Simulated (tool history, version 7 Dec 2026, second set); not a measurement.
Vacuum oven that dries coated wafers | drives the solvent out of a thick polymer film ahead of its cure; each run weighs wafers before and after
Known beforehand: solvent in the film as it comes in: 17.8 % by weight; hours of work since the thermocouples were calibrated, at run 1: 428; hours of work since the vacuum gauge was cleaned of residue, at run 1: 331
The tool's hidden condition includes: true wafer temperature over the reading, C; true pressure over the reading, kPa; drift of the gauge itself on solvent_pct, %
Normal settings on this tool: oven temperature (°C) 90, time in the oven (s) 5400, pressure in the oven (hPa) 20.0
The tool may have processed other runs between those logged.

run,hour,oven temperature (°C),time in the oven (s),pressure in the oven (hPa),hours of work since the thermocouples were calibrated,hours of work since the vacuum gauge was cleaned of residue,solvent left in the film (%)
1,0.0,90,5400,20.0,428,331,4.23
2,17.5,90,5880,20.0,442,344,3.90
3,33.5,90,5880,20.0,454,357,3.80
4,47.1,90,5400,20.0,465,367,4.33
5,65.5,83,5400,20.0,479,381,6.98
6,78.1,83,5400,20.0,488,391,6.91
7,96.5,83,5400,42.4,503,405,7.87
8,109.8,83,5400,42.4,513,415,7.97
9,126.9,94,5400,20.0,526,429,3.05
10,138.8,94,5400,20.0,535,438,3.03
11,150.9,94,5400,20.0,545,447,3.10
12,158.9,90,5400,20.0,551,453,4.29
13,177.1,94,5400,20.0,565,467,3.25
14,193.6,94,5400,20.0,577,480,3.01
15,211.2,90,5400,20.0,591,493,4.33
16,222.4,90,5400,24.6,600,502,4.55
17,237.8,90,8340,20.0,611,514,2.60
18,249.9,90,5400,20.0,621,523,4.39
19,266.9,90,5400,20.0,634,536,4.42
20,279.7,90,5400,20.0,644,546,4.58
21,288.9,90,5400,20.0,651,553,4.36
# hour 291.4: vacuum gauge cleaned of residue and calibrated
22,300.6,90,4500,22.0,659,7,5.34
23,314.0,79,8160,57.0,669,17,8.87

Forecast run 24:
24,324.8,79,8160,57.0,677,26,?

Run 24 came out at solvent left in the film (%) 8.72.
Were there no unlogged condition in the tool, this run, its random variation unchanged, would have produced solvent left in the film (%) 8.01.
